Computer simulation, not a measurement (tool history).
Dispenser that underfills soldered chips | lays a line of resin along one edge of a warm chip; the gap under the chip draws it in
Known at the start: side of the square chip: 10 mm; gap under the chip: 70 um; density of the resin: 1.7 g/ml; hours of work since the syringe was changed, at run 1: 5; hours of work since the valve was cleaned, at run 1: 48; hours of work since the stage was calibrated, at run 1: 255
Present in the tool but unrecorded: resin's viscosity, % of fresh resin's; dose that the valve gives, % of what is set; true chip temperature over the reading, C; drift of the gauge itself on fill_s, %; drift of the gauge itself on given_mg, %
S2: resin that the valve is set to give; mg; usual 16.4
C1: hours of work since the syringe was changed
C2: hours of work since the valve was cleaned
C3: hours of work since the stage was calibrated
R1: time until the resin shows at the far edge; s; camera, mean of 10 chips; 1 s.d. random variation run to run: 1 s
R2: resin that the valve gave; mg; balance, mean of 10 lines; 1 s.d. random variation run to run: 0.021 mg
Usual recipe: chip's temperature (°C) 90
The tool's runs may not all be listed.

{"run": 1, "day": 0.0, "chip's temperature (°C)": 90, "S2": 16.4, "C1": 5, "C2": 48, "C3": 255, "R1": 144.9, "R2": 16.18}
{"day": 0.092, "done": "new syringe of resin"}
{"day": 0.254, "done": "dispensing valve cleaned and set on the balance"}
{"run": 2, "day": 0.304, "chip's temperature (°C)": 92, "S2": 16.4, "C1": 3, "C2": 1, "C3": 260, "R1": 119, "R2": 16.4}
{"day": 0.504, "done": "new syringe of resin"}
{"run": 3, "day": 0.588, "chip's temperature (°C)": 92, "S2": 16.4, "C1": 1, "C2": 6, "C3": 265, "R1": 107.3, "R2": 16.4}
{"day": 0.892, "done": "new syringe of resin"}
{"run": 4, "day": 0.896, "chip's temperature (°C)": 92, "S2": 16.4, "C1": 0, "C2": 11, "C3": 270, "R1": 92.4, "R2": 16.35}
{"run": 5, "day": 1.154, "chip's temperature (°C)": 90, "S2": 14.3, "C1": 5, "C2": 16, "C3": 274, "R1": 144.4, "R2": 14.22}
{"day": 1.275, "done": "new syringe of resin"}
{"run": 6, "day": 1.525, "chip's temperature (°C)": 90, "S2": 14.3, "C1": 4, "C2": 22, "C3": 281, "R1": 141, "R2": 14.16}
{"day": 1.658, "done": "new syringe of resin"}
{"run": 7, "day": 1.9, "chip's temperature (°C)": 90, "S2": 20, "C1": 4, "C2": 28, "C3": 287, "R1": 132.5, "R2": 19.84}
{"day": 2.029, "done": "new syringe of resin"}
{"run": 8, "day": 2.121, "chip's temperature (°C)": 90, "S2": 20, "C1": 2, "C2": 32, "C3": 291, "R1": 108.2, "R2": 19.82}
{"day": 2.433, "done": "new syringe of resin"}
{"run": 9, "day": 2.612, "chip's temperature (°C)": 90, "S2": 20, "C1": 3, "C2": 40, "C3": 299, "R1": 122.3, "R2": 19.74}
{"day": 2.821, "done": "new syringe of resin"}
{"run": 10, "day": 2.954, "chip's temperature (°C)": 90, "S2": 20, "C1": 2, "C2": 46, "C3": 305, "R1": 112.3, "R2": 19.7}
{"day": 3.188, "done": "new syringe of resin"}
{"day": 3.325, "done": "dispensing valve cleaned and set on the balance"}
{"run": 11, "day": 3.462, "chip's temperature (°C)": 102, "S2": 16.4, "C1": 4, "C2": 2, "C3": 313, "R1": 97.6, "R2": 16.35}
{"day": 3.6, "done": "new syringe of resin"}
{"run": 12, "day": 3.7, "chip's temperature (°C)": 102, "S2": 16.4, "C1": 2, "C2": 6, "C3": 317, "R1": 81.7, "R2": 16.35}
{"run": 13, "day": 3.946, "chip's temperature (°C)": 103, "S2": 14.8, "C1": 6, "C2": 11, "C3": 322, "R1": 112.5, "R2": 14.74}
{"day": 3.983, "done": "new syringe of resin"}
{"run": 14, "day": 4.312, "chip's temperature (°C)": 105, "S2": 16.6, "C1": 6, "C2": 17, "C3": 328, "R1": 99.6, "R2": 16.48}
{"day": 4.358, "done": "new syringe of resin"}
{"day": 4.721, "done": "new syringe of resin"}
{"run": 15, "day": 4.762, "chip's temperature (°C)": 97, "S2": 16.4, "C1": 1, "C2": 25, "C3": 335, "R1": 85.1, "R2": 16.27}
{"run": 16, "day": 4.988, "chip's temperature (°C)": 97, "S2": 16.4, "C1": 5, "C2": 29, "C3": 339, "R1": 115.8, "R2": 16.23}
{"day": 5.088, "done": "new syringe of resin"}
{"run": 17, "day": 5.433, "chip's temperature (°C)": 97, "S2": 16.4, "C1": 6, "C2": 36, "C3": 347, "R1": 130.7, "R2": 16.17}
{"day": 5.483, "done": "new syringe of resin"}
{"run": 18, "day": 5.658, "chip's temperature (°C)": 88, "S2": 17.7, "C1": 3, "C2": 40, "C3": 351, "R1": 129.6, "R2": 17.46}
{"day": 5.892, "done": "new syringe of resin"}
{"run": 19, "day": 6.029, "chip's temperature (°C)": 88, "S2": 17.7, "C1": 2, "C2": 46, "C3": 357, "R1": 121.1, "R2": 17.4}

Run 20 comes next. What will it give?
{"day": 6.267, "done": "new syringe of resin"}
{"day": 6.383, "done": "dispensing valve cleaned and set on the balance"}
{"run": 20, "day": 6.383, "chip's temperature (°C)": 89, "S2": 15.8, "C1": 1, "C2": 0, "C3": 362, "R1": "?", "R2": "?"}

R1: 107.8 s
R2: 15.81 mg
Without the tool's hidden state the same run would have given R1 101.4 s, R2 15.8 mg.
